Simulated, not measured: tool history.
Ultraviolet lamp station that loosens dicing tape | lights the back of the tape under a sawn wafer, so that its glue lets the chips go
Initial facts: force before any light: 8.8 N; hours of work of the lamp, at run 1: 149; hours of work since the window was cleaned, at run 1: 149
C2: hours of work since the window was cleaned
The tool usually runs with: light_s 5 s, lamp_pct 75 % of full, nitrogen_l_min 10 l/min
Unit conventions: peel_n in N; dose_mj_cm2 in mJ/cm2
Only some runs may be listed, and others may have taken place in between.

{"run": 1, "hour": 0.0, "light_s": 5, "lamp_pct": 75, "nitrogen_l_min": 10, "hours of work of the lamp": 149, "C2": 149, "peel_n": 0.55, "dose_mj_cm2": 338}
{"run": 2, "hour": 49.3, "light_s": 5, "lamp_pct": 75, "nitrogen_l_min": 10, "hours of work of the lamp": 177, "C2": 177, "peel_n": 0.584, "dose_mj_cm2": 332}
{"run": 3, "hour": 95.7, "light_s": 5, "lamp_pct": 75, "nitrogen_l_min": 10, "hours of work of the lamp": 203, "C2": 203, "peel_n": 0.616, "dose_mj_cm2": 324}
{"run": 4, "hour": 125.4, "light_s": 5, "lamp_pct": 92, "nitrogen_l_min": 10, "hours of work of the lamp": 220, "C2": 220, "peel_n": 0.414, "dose_mj_cm2": 394}
{"run": 5, "hour": 165.4, "light_s": 5, "lamp_pct": 92, "nitrogen_l_min": 18, "hours of work of the lamp": 243, "C2": 243, "peel_n": 0.309, "dose_mj_cm2": 383}
{"run": 6, "hour": 223.4, "light_s": 5, "lamp_pct": 75, "nitrogen_l_min": 10, "hours of work of the lamp": 276, "C2": 276, "peel_n": 0.733, "dose_mj_cm2": 305}
{"run": 7, "hour": 283.4, "light_s": 5, "lamp_pct": 75, "nitrogen_l_min": 10, "hours of work of the lamp": 310, "C2": 310, "peel_n": 0.757, "dose_mj_cm2": 295}
{"run": 8, "hour": 343.3, "light_s": 5, "lamp_pct": 75, "nitrogen_l_min": 10, "hours of work of the lamp": 344, "C2": 344, "peel_n": 0.817, "dose_mj_cm2": 286}
{"run": 9, "hour": 412.4, "light_s": 5, "lamp_pct": 98, "nitrogen_l_min": 10, "hours of work of the lamp": 383, "C2": 383, "peel_n": 0.478, "dose_mj_cm2": 364}
{"run": 10, "hour": 474.3, "light_s": 5, "lamp_pct": 98, "nitrogen_l_min": 10, "hours of work of the lamp": 418, "C2": 418, "peel_n": 0.517, "dose_mj_cm2": 351}
{"hour": 505.2, "done": "window cleaned of glue's vapour"}
{"run": 11, "hour": 521.7, "light_s": 2, "lamp_pct": 75, "nitrogen_l_min": 19, "hours of work of the lamp": 445, "C2": 9, "peel_n": 3.456, "dose_mj_cm2": 98}
{"run": 12, "hour": 592.9, "light_s": 4, "lamp_pct": 75, "nitrogen_l_min": 10, "hours of work of the lamp": 485, "C2": 50, "peel_n": 1.727, "dose_mj_cm2": 192}
{"run": 13, "hour": 632.7, "light_s": 7, "lamp_pct": 77, "nitrogen_l_min": 10, "hours of work of the lamp": 508, "C2": 72, "peel_n": 0.579, "dose_mj_cm2": 338}
{"run": 14, "hour": 661.7, "light_s": 7, "lamp_pct": 75, "nitrogen_l_min": 7, "hours of work of the lamp": 524, "C2": 89, "peel_n": 0.737, "dose_mj_cm2": 319}
{"run": 15, "hour": 709.7, "light_s": 7, "lamp_pct": 75, "nitrogen_l_min": 7, "hours of work of the lamp": 551, "C2": 116, "peel_n": 0.818, "dose_mj_cm2": 312}

Had the tool no unlogged condition, and each run kept its random variation, what would the results have been?
Unlogged tool condition in this case: lamp's light, % of a new lamp's; light that the window lets through, % of a clean one's; drift of the gauge itself on peel_n, %; drift of the gauge itself on dose_mj_cm2, %.
run=1 peel_n=0.389 dose_mj_cm2=389
run=2 peel_n=0.390 dose_mj_cm2=392
run=3 peel_n=0.392 dose_mj_cm2=390
run=4 peel_n=0.255 dose_mj_cm2=481
run=5 peel_n=0.182 dose_mj_cm2=479
run=6 peel_n=0.400 dose_mj_cm2=391
run=7 peel_n=0.389 dose_mj_cm2=392
run=8 peel_n=0.389 dose_mj_cm2=390
run=9 peel_n=0.210 dose_mj_cm2=515
run=10 peel_n=0.202 dose_mj_cm2=514
run=11 peel_n=2.029 dose_mj_cm2=155
run=12 peel_n=0.669 dose_mj_cm2=313
run=13 peel_n=0.172 dose_mj_cm2=563
run=14 peel_n=0.202 dose_mj_cm2=545
run=15 peel_n=0.216 dose_mj_cm2=549
